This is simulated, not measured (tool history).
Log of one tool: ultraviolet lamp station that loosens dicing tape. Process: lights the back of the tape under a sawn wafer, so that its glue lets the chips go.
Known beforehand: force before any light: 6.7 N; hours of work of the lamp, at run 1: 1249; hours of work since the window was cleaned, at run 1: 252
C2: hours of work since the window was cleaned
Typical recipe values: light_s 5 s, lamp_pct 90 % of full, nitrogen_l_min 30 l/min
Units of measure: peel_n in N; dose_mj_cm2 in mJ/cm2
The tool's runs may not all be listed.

Run 1, day 0.000: usual settings; hours of work of the lamp 1249; C2 252. Result: peel_n 1.212 N, dose_mj_cm2 284 mJ/cm2.
Run 2, day 1.588: usual settings; hours of work of the lamp 1268; C2 272. Result: peel_n 1.197 N, dose_mj_cm2 281 mJ/cm2.
Run 3, day 4.358: usual settings; hours of work of the lamp 1302; C2 305. Result: peel_n 1.223 N, dose_mj_cm2 277 mJ/cm2.
Run 4, day 6.304: usual settings; hours of work of the lamp 1326; C2 329. Result: peel_n 1.260 N, dose_mj_cm2 273 mJ/cm2.
Run 5, day 9.200: usual settings; hours of work of the lamp 1361; C2 364. Result: peel_n 1.319 N, dose_mj_cm2 262 mJ/cm2.
At day 10.567: window cleaned of glue's vapour.
Run 6, day 12.012: usual settings but nitrogen_l_min 15 l/min; hours of work of the lamp 1394; C2 18. Result: peel_n 1.574 N, dose_mj_cm2 291 mJ/cm2.
Run 7, day 14.662: usual settings but lamp_pct 71 % of full; hours of work of the lamp 1427; C2 50. Result: peel_n 1.628 N, dose_mj_cm2 225 mJ/cm2.
Run 8, day 16.621: usual settings but nitrogen_l_min 27 l/min; hours of work of the lamp 1450; C2 73. Result: peel_n 1.277 N, dose_mj_cm2 285 mJ/cm2.
Run 9, day 18.662: usual settings but nitrogen_l_min 27 l/min; hours of work of the lamp 1475; C2 98. Result: peel_n 1.275 N, dose_mj_cm2 275 mJ/cm2.
Run 10, day 20.842: usual settings; hours of work of the lamp 1502; C2 125. Result: peel_n 1.234 N, dose_mj_cm2 278 mJ/cm2.
Run 11, day 23.112: usual settings; hours of work of the lamp 1529; C2 152. Result: peel_n 1.320 N, dose_mj_cm2 272 mJ/cm2.
Run 12, day 24.325: usual settings but lamp_pct 63 % of full; hours of work of the lamp 1544; C2 167. Result: peel_n 2.040 N, dose_mj_cm2 185 mJ/cm2.
Run 13, day 26.504: usual settings but light_s 8 s; hours of work of the lamp 1570; C2 193. Result: peel_n 0.602 N, dose_mj_cm2 420 mJ/cm2.
Run 14, day 28.208: usual settings but light_s 8 s; hours of work of the lamp 1591; C2 214. Result: peel_n 0.624 N, dose_mj_cm2 416 mJ/cm2.
Run 15, day 30.562: usual settings but light_s 2 s, lamp_pct 84 % of full, nitrogen_l_min 9 l/min; hours of work of the lamp 1619; C2 242. Result: peel_n 4.441 N, dose_mj_cm2 95 mJ/cm2.
Run 16, day 31.825: usual settings but light_s 2 s, lamp_pct 82 % of full, nitrogen_l_min 26 l/min; hours of work of the lamp 1635; C2 258. Result: peel_n 3.768 N, dose_mj_cm2 89 mJ/cm2.
Run 17, day 34.458: usual settings but light_s 2 s, lamp_pct 76 % of full, nitrogen_l_min 38 l/min; hours of work of the lamp 1667; C2 290. Result: peel_n 3.783 N, dose_mj_cm2 83 mJ/cm2.
At day 36.746: lamp changed.
Run 18, day 37.367: usual settings but light_s 4 s, lamp_pct 76 % of full, nitrogen_l_min 38 l/min; hours of work of the lamp 8; C2 324. Result: peel_n 1.293 N, dose_mj_cm2 246 mJ/cm2.

Run 19 comes next. What will it give?
Run 19, day 39.733: usual settings but light_s 7 s, lamp_pct 94 % of full, nitrogen_l_min 9 l/min; hours of work of the lamp 36; C2 353. Result: peel_n ?, dose_mj_cm2 ?.

Run 19 produced peel_n 0.884 N, dose_mj_cm2 531 mJ/cm2.
Take away the tool's hidden state, keep the run-to-run variation as it was, and the same run would have given peel_n 0.696 N, dose_mj_cm2 611 mJ/cm2.

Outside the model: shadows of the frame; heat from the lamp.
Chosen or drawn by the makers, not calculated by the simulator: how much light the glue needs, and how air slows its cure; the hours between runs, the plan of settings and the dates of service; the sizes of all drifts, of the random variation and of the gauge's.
